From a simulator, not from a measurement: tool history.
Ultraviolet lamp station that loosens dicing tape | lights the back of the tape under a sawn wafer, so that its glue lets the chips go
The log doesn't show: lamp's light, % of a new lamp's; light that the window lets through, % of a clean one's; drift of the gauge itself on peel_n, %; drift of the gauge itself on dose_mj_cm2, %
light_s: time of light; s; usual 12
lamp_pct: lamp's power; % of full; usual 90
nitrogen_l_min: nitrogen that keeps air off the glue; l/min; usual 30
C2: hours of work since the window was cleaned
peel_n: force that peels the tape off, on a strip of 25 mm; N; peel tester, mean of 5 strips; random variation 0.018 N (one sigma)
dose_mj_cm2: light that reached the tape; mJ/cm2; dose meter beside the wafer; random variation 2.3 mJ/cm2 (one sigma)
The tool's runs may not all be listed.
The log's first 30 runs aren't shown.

{"run": 31, "hour": 290.8, "light_s": 13, "lamp_pct": 65, "nitrogen_l_min": 18, "hours of work of the lamp": 363, "C2": 180, "peel_n": 2.464, "dose_mj_cm2": 145}
{"run": 32, "hour": 297.8, "light_s": 9, "lamp_pct": 65, "nitrogen_l_min": 50, "hours of work of the lamp": 367, "C2": 185, "peel_n": 3.135, "dose_mj_cm2": 103}
{"run": 33, "hour": 308.4, "light_s": 12, "lamp_pct": 68, "nitrogen_l_min": 30, "hours of work of the lamp": 374, "C2": 192, "peel_n": 2.303, "dose_mj_cm2": 142}
{"run": 34, "hour": 318.2, "light_s": 12, "lamp_pct": 87, "nitrogen_l_min": 10, "hours of work of the lamp": 381, "C2": 198, "peel_n": 2.32, "dose_mj_cm2": 179}
{"run": 35, "hour": 330.1, "light_s": 12, "lamp_pct": 87, "nitrogen_l_min": 10, "hours of work of the lamp": 388, "C2": 206, "peel_n": 2.406, "dose_mj_cm2": 177}
{"hour": 333.8, "done": "window cleaned of glue's vapour"}
{"run": 36, "hour": 344.9, "light_s": 12, "lamp_pct": 87, "nitrogen_l_min": 10, "hours of work of the lamp": 397, "C2": 7, "peel_n": 1.943, "dose_mj_cm2": 201}
{"run": 37, "hour": 355.7, "light_s": 11, "lamp_pct": 76, "nitrogen_l_min": 43, "hours of work of the lamp": 404, "C2": 14, "peel_n": 1.612, "dose_mj_cm2": 161}
{"run": 38, "hour": 368.9, "light_s": 18, "lamp_pct": 81, "nitrogen_l_min": 15, "hours of work of the lamp": 413, "C2": 23, "peel_n": 0.777, "dose_mj_cm2": 272}

Forecast each of these 4 alternatives for the next run:
{"run": "A", "hour": 380.5, "light_s": 18, "lamp_pct": 81, "nitrogen_l_min": 10, "hours of work of the lamp": 420, "C2": 30, "peel_n": "?", "dose_mj_cm2": "?"}
{"run": "B", "hour": 380.5, "light_s": 13, "lamp_pct": 85, "nitrogen_l_min": 30, "hours of work of the lamp": 420, "C2": 30, "peel_n": "?", "dose_mj_cm2": "?"}
{"run": "C", "hour": 380.5, "light_s": 15, "lamp_pct": 89, "nitrogen_l_min": 29, "hours of work of the lamp": 420, "C2": 30, "peel_n": "?", "dose_mj_cm2": "?"}
{"run": "D", "hour": 380.5, "light_s": 23, "lamp_pct": 90, "nitrogen_l_min": 51, "hours of work of the lamp": 420, "C2": 30, "peel_n": "?", "dose_mj_cm2": "?"}

run=A peel_n=1.003 dose_mj_cm2=274
run=B peel_n=1.094 dose_mj_cm2=207
run=C peel_n=0.689 dose_mj_cm2=248
run=D peel_n=0.204 dose_mj_cm2=389
Without the tool's hidden state the same runs would have given:
run=A peel_n=0.775 dose_mj_cm2=307
run=B peel_n=0.849 dose_mj_cm2=231
run=C peel_n=0.522 dose_mj_cm2=278
run=D peel_n=0.173 dose_mj_cm2=435
